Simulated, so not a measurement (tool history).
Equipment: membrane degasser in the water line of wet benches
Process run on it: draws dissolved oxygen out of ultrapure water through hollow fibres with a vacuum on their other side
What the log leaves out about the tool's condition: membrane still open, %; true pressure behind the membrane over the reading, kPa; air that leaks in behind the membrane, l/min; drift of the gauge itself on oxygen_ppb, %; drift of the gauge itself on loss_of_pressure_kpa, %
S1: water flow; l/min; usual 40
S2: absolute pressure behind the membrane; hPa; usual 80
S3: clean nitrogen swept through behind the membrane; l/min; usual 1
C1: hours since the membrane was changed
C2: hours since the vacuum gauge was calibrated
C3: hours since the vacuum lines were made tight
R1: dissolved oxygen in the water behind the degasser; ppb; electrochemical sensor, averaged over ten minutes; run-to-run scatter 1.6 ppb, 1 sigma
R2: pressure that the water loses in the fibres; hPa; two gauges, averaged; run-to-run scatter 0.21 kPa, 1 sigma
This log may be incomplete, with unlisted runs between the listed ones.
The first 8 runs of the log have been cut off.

| run | day | S1 | S2 | S3 | C1 | C2 | C3 | R1 | R2 |
|---|---|---|---|---|---|---|---|---|---|
| 9 | 39.579 | 40 | 169.1 | 1 | 6886 | 4401 | 4401 | 1014.4 | 527.2 |
| 10 | 46.325 | 40 | 169.1 | 1 | 7048 | 4563 | 4563 | 1014.9 | 522.8 |
| 11 | 52.558 | 40 | 58.9 | 1 | 7198 | 4713 | 4713 | 240 | 529.4 |
|  | 55.125 | vacuum gauge calibrated |
| 12 | 57.512 | 40 | 58.9 | 1 | 7316 | 57 | 4831 | 221.1 | 527.6 |
| 13 | 60.633 | 40 | 60.7 | 1 | 7391 | 132 | 4906 | 235.6 | 529.8 |
| 14 | 63.625 | 40 | 80 | 1 | 7463 | 204 | 4978 | 383 | 530.9 |
| 15 | 68.95 | 40 | 80 | 1 | 7591 | 332 | 5106 | 379.6 | 531.7 |
| 16 | 75.317 | 40 | 80 | 1 | 7744 | 485 | 5258 | 381.7 | 526.4 |
| 17 | 81.738 | 40 | 153.7 | 1 | 7898 | 639 | 5412 | 898.9 | 531.2 |
| 18 | 85.292 | 47 | 80 | 1 | 7983 | 724 | 5498 | 438 | 628 |
| 19 | 91.346 | 47 | 80 | 1 | 8128 | 869 | 5643 | 439.1 | 624.6 |
| 20 | 97.358 | 40 | 80 | 0.86 | 8273 | 1014 | 5787 | 429.3 | 531.5 |
| 21 | 103.879 | 33 | 195 | 1 | 8429 | 1170 | 5944 | 1013.4 | 443 |
| 22 | 109.383 | 42 | 80 | 1 | 8561 | 1302 | 6076 | 406.8 | 557.5 |
| 23 | 115.45 | 42 | 80 | 1 | 8707 | 1448 | 6222 | 402.2 | 561.5 |
| 24 | 122.167 | 58 | 112.7 | 1.69 | 8868 | 1609 | 6383 | 579.2 | 774.2 |
| 25 | 127.225 | 44 | 119.7 | 0.73 | 8989 | 1730 | 6504 | 909.2 | 587.8 |

For run 26, what comes out?
| 26 | 132.983 | 40 | 52.5 | 0.91 | 9127 | 1869 | 6642 | ? | ? |

R1: 192.9 ppb
R2: 536.7 hPa
With no hidden state in the tool, this same run would have given R1 179 ppb, R2 505 hPa.

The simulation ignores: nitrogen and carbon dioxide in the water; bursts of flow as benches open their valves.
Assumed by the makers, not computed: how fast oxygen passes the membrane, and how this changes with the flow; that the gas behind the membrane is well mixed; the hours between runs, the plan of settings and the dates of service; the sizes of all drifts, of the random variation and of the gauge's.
